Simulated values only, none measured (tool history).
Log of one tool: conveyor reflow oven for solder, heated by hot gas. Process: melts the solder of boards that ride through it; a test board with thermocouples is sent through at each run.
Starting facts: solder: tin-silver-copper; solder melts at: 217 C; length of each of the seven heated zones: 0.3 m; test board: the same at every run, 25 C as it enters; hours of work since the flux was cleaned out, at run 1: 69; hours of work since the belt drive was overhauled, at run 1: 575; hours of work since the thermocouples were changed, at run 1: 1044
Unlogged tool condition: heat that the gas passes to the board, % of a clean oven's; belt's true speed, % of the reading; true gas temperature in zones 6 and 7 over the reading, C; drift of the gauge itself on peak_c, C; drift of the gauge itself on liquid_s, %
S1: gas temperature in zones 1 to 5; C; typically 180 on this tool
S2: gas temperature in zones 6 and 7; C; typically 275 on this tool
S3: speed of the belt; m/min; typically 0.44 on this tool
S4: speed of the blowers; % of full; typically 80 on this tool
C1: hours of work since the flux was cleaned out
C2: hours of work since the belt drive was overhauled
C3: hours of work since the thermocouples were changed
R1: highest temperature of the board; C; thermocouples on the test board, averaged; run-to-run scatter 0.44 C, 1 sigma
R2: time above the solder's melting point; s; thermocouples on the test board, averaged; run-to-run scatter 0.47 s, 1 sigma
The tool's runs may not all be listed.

Run 1, hour 0: usual settings; C1 69; C2 575; C3 1044. Result: R1 255.9 C, R2 67.9 s.
Run 2, hour 71.5: usual settings but S3 0.386 m/min; C1 124; C2 630; C3 1099. Result: R1 259.3 C, R2 80 s.
Run 3, hour 142.4: usual settings; C1 179; C2 685; C3 1154. Result: R1 256.5 C, R2 66.9 s.
Run 4, hour 214.7: usual settings; C1 235; C2 740; C3 1209. Result: R1 255.2 C, R2 66.3 s.
Run 5, hour 271.2: usual settings; C1 278; C2 784; C3 1253. Result: R1 255.7 C, R2 67.1 s.
Run 6, hour 329.1: usual settings; C1 323; C2 829; C3 1298. Result: R1 255.7 C, R2 67.1 s.
Run 7, hour 373.9: usual settings; C1 358; C2 863; C3 1332. Result: R1 255.6 C, R2 67.5 s.
Run 8, hour 452.6: usual settings; C1 418; C2 924; C3 1393. Result: R1 255 C, R2 66.3 s.
At hour 514.1: flux residue cleaned out of gas plates and filters.
Run 9, hour 542: usual settings; C1 22; C2 989; C3 1458. Result: R1 256.1 C, R2 67.4 s.
At hour 549.7: thermocouples of zones 6 and 7 changed.
Run 10, hour 585.6: usual settings; C1 54; C2 1021; C3 28. Result: R1 258.9 C, R2 69.9 s.
Run 11, hour 643.7: usual settings; C1 98; C2 1066; C3 73. Result: R1 258.1 C, R2 69.7 s.
Run 12, hour 688.1: usual settings but S1 191 C; C1 133; C2 1100; C3 107. Result: R1 259.8 C, R2 75.4 s.
Run 13, hour 729.5: usual settings but S1 173 C; C1 165; C2 1132; C3 139. Result: R1 257.4 C, R2 65.6 s.
Run 14, hour 785.1: usual settings but S1 173 C; C1 208; C2 1175; C3 182. Result: R1 256.4 C, R2 65.6 s.
Run 15, hour 826.5: usual settings but S1 173 C, S4 65 % of full; C1 240; C2 1207; C3 214. Result: R1 254.1 C, R2 62.9 s.
Run 16, hour 907.1: usual settings but S1 170 C, S3 0.357 m/min, S4 50 % of full; C1 302; C2 1269; C3 276. Result: R1 257.5 C, R2 80.3 s.
Run 17, hour 954.1: usual settings but S1 170 C, S3 0.357 m/min, S4 50 % of full; C1 338; C2 1305; C3 312. Result: R1 257.5 C, R2 81.8 s.
Run 18, hour 1016.8: usual settings but S1 170 C, S2 278 C, S3 0.357 m/min, S4 50 % of full; C1 386; C2 1354; C3 360. Result: R1 259.7 C, R2 82.7 s.
Run 19, hour 1076.1: usual settings but S1 194 C, S4 84 % of full; C1 432; C2 1400; C3 406. Result: R1 260.2 C, R2 78.4 s.
At hour 1120.6: flux residue cleaned out of gas plates and filters.
Run 20, hour 1123.2: usual settings but S1 185 C, S2 282 C, S3 0.444 m/min, S4 74 % of full; C1 2; C2 1432; C3 439. Result: R1 263.5 C, R2 74.3 s.
Run 21, hour 1180.1: usual settings but S1 195 C, S4 64 % of full; C1 46; C2 1476; C3 483. Result: R1 258.5 C, R2 77.7 s.
Run 22, hour 1230.6: usual settings but S1 195 C, S4 64 % of full; C1 85; C2 1515; C3 522. Result: R1 258.4 C, R2 77 s.
Run 23, hour 1289.1: usual settings but S1 195 C, S4 64 % of full; C1 130; C2 1560; C3 567. Result: R1 257.4 C, R2 77 s.
Run 24, hour 1350.4: usual settings but S1 195 C, S4 64 % of full; C1 177; C2 1607; C3 614. Result: R1 258.3 C, R2 77.8 s.
Run 25, hour 1392.3: usual settings but S1 195 C, S4 64 % of full; C1 210; C2 1640; C3 646. Result: R1 257.5 C, R2 77.4 s.
At hour 1443.5: belt drive overhauled, speed set with a stopwatch.
Run 26, hour 1451.2: usual settings but S2 267 C; C1 252; C2 6; C3 689. Result: R1 249.9 C, R2 61.6 s.
Run 27, hour 1520.4: usual settings but S3 0.475 m/min; C1 305; C2 59; C3 742. Result: R1 253.5 C, R2 58 s.
Run 28, hour 1566.4: usual settings but S3 0.475 m/min; C1 341; C2 95; C3 778. Result: R1 253.5 C, R2 58 s.
Run 29, hour 1634.4: usual settings but S3 0.475 m/min; C1 393; C2 147; C3 830. Result: R1 253 C, R2 58.3 s.

How would selected steps in R1 from run to run divide? Give the signed amount a tool lacking its hidden state would still show from settings, what came in and random variation, and the signed amount left for the hidden state, including any gauge scatter that is not in both of the compared results.
Run 9 -> 10: thermocouples of zones 6 and 7 changed. R1 +2.8 C: hidden state +2.8, all else +0.
Run 20 -> 21: S1 185 -> 195, S2 282 -> 275, S3 0.444 -> 0.44, S4 74 -> 64. R1 -5 C: hidden state -0.2, all else -4.8.
Run 25 -> 26: S1 195 -> 180, S2 275 -> 267, S4 64 -> 80, belt drive overhauled, speed set with a stopwatch. R1 -7.6 C: hidden state -1.7, all else -5.9.
